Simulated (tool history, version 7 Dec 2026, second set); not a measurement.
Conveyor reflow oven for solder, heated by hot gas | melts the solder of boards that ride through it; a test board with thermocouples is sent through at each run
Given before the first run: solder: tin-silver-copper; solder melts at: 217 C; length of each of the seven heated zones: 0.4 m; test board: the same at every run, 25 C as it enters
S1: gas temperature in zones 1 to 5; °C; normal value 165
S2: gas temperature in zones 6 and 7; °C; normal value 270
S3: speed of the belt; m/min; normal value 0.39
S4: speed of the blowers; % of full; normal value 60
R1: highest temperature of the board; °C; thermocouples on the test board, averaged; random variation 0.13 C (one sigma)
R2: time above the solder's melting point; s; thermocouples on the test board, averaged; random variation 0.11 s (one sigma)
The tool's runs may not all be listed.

Run 1, day 0: usual settings. Result: R1 250.6 °C, R2 85.2 s.
Run 2, day 1.662: usual settings. Result: R1 250.4 °C, R2 85.2 s.
Run 3, day 2.988: usual settings. Result: R1 250.3 °C, R2 85 s.
Run 4, day 3.808: usual settings. Result: R1 250.1 °C, R2 85.2 s.
Run 5, day 4.729: usual settings. Result: R1 250 °C, R2 85 s.
Run 6, day 5.562: usual settings but S3 0.348 m/min. Result: R1 253.7 °C, R2 101.9 s.
Run 7, day 6.875: usual settings but S3 0.348 m/min. Result: R1 253.9 °C, R2 101.9 s.
Run 8, day 8.179: usual settings but S1 170 °C, S3 0.348 m/min. Result: R1 254.4 °C, R2 105.7 s.
Run 9, day 9.758: usual settings but S1 170 °C, S3 0.348 m/min. Result: R1 254.3 °C, R2 105.3 s.
Run 10, day 11.675: usual settings but S2 281 °C. Result: R1 259.8 °C, R2 95.7 s.
Run 11, day 12.542: usual settings but S2 281 °C. Result: R1 260 °C, R2 95.8 s.
Run 12, day 13.912: usual settings but S1 172 °C, S2 281 °C, S3 0.403 m/min, S4 76 % of full. Result: R1 264.8 °C, R2 101.1 s.
Run 13, day 15.633: usual settings but S1 164 °C, S2 260 °C, S3 0.364 m/min, S4 54 % of full. Result: R1 241.3 °C, R2 77.9 s.
Run 14, day 16.804: usual settings but S1 151 °C, S2 260 °C, S3 0.352 m/min, S4 54 % of full. Result: R1 240.1 °C, R2 72 s.
Run 15, day 17.621: usual settings but S1 172 °C, S2 276 °C, S4 78 % of full. Result: R1 261.7 °C, R2 102.5 s.
Run 16, day 19.233: usual settings. Result: R1 249.7 °C, R2 85 s.
Run 17, day 20.638: usual settings. Result: R1 249.7 °C, R2 85 s.
Run 18, day 21.35: usual settings but S1 169 °C, S2 279 °C, S3 0.319 m/min, S4 81 % of full. Result: R1 269 °C, R2 132.8 s.
Run 19, day 22.446: usual settings but S1 154 °C, S2 279 °C, S3 0.35 m/min, S4 88 % of full. Result: R1 266.5 °C, R2 111.1 s.
Run 20, day 23.192: usual settings but S3 0.345 m/min, S4 81 % of full. Result: R1 258.2 °C, R2 110 s.
Run 21, day 24.412: usual settings but S2 281 °C, S3 0.448 m/min. Result: R1 253.2 °C, R2 74.8 s.
Run 22, day 25.7: usual settings but S2 281 °C, S3 0.448 m/min. Result: R1 253.2 °C, R2 74.7 s.

The log once held 3 entries between its listed runs, left out of this copy. Where does each go, and what is different about the tool's unlogged condition between the listed run before it and the listed run after it?
In the gap between runs 9 and 10: flux residue cleaned out of gas plates and filters (day 10.2)
  heat that the gas passes to the board, % of a clean oven's: 97.3 -> 98.8; belt's true speed, % of the reading: 99.22 -> 99.2; true gas temperature in zones 6 and 7 over the reading, C: -2.34 -> -2.4
  measured less the result without the state, R1: -2.4 -> -2.1 °C; R2: -1.9 -> -1.2 s
In the gap between runs 12 and 13: belt drive overhauled, speed set with a stopwatch (day 14.242)
  heat that the gas passes to the board, % of a clean oven's: 98.5 -> 98.3; belt's true speed, % of the reading: 99.17 -> 98.98; true gas temperature in zones 6 and 7 over the reading, C: -2.46 -> -2.51
  measured less the result without the state, R1: -2.3 -> -2.2 °C; R2: -0.9 -> -2.7 s
In the gap between runs 18 and 19: belt drive overhauled, speed set with a stopwatch, once more (day 22.158)
  heat that the gas passes to the board, % of a clean oven's: 97.5 -> 97.4; belt's true speed, % of the reading: 98.9 -> 99.93; true gas temperature in zones 6 and 7 over the reading, C: -2.69 -> -2.72
  measured less the result without the state, R1: -2.7 -> -3.2 °C; R2: -0.6 -> -2.6 s
